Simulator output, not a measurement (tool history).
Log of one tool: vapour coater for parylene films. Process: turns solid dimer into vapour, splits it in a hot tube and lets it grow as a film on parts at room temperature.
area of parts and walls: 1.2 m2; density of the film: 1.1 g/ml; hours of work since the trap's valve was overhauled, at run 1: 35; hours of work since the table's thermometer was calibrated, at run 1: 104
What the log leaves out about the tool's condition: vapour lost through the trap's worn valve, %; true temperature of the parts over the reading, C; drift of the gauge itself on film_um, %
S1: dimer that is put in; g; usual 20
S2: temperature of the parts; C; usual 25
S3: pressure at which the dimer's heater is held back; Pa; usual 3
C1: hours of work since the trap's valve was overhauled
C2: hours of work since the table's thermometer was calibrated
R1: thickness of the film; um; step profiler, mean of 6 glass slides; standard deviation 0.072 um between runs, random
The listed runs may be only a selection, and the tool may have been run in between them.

run   hour  S1  S2     S3   C1   C2     R1
  1      0  20  25      3   35  104   12.2
  2   31.7  20  25      3   50  118  12.29
  3   69.5  20  25      3   67  135  12.34
  4   99.1  10  25      3   80  148   6.14
  5  130.5  29  25      3   94  162  17.85
  6    164  29  25      3  109  177  17.84
  7  191.9  13  25      3  121  189   7.94
  8  223.4  13  25      3  135  204   7.94
  9  240.7  13  25      3  143  211   7.97
 10  264.9  20  25   4.23  154  222  11.48
 11  281.1  20  25   4.23  161  229  11.55
 12  297.6  20  25   4.23  168  237  11.55
 13    314  20  25   4.23  176  244  11.52
 14  339.8  20  25      3  187  256  12.29
 15  357.3  20  25      3  195  263  12.35
 16  384.6  20  25      3  207  276   12.3
 17  418.8  20  25      3  223  291  12.22
 18    452  29  36   2.19  237  306  13.39
 19  485.7  29  36   2.19  252  321  13.24
 20    504  15  31   7.19  261  329   6.59
 21  532.2  27  25   6.31  273  342  14.52
 22  551.9  27  25   6.31  282  350  14.58
 23  587.2  22  20   5.21  298  366  14.28
 24  606.9  22  20   5.21  307  375  14.29
 25    623  18  25   10.6  314  382   8.82
 26  642.8  20  25   4.53  323  391  11.45
 27  679.2  20  25  11.11  339  407   9.79
 28  711.8  20  36    2.2  354  422   9.14

Forecast each of these 4 alternatives for the next run:
  A  749.4  12  25  2.11  370  439   ?
  B  749.4   9  25     3  370  439   ?
  C  749.4  20  26  2.56  370  439   ?
  D  749.4  20  25  9.08  370  439   ?

run     R1
  A   7.85
  B   5.58
  C  12.15
  D   9.97
Take away the tool's hidden state, keep each run's random variation, and the runs would have read:
run     R1
  A   7.86
  B   5.59
  C  12.17
  D   9.99
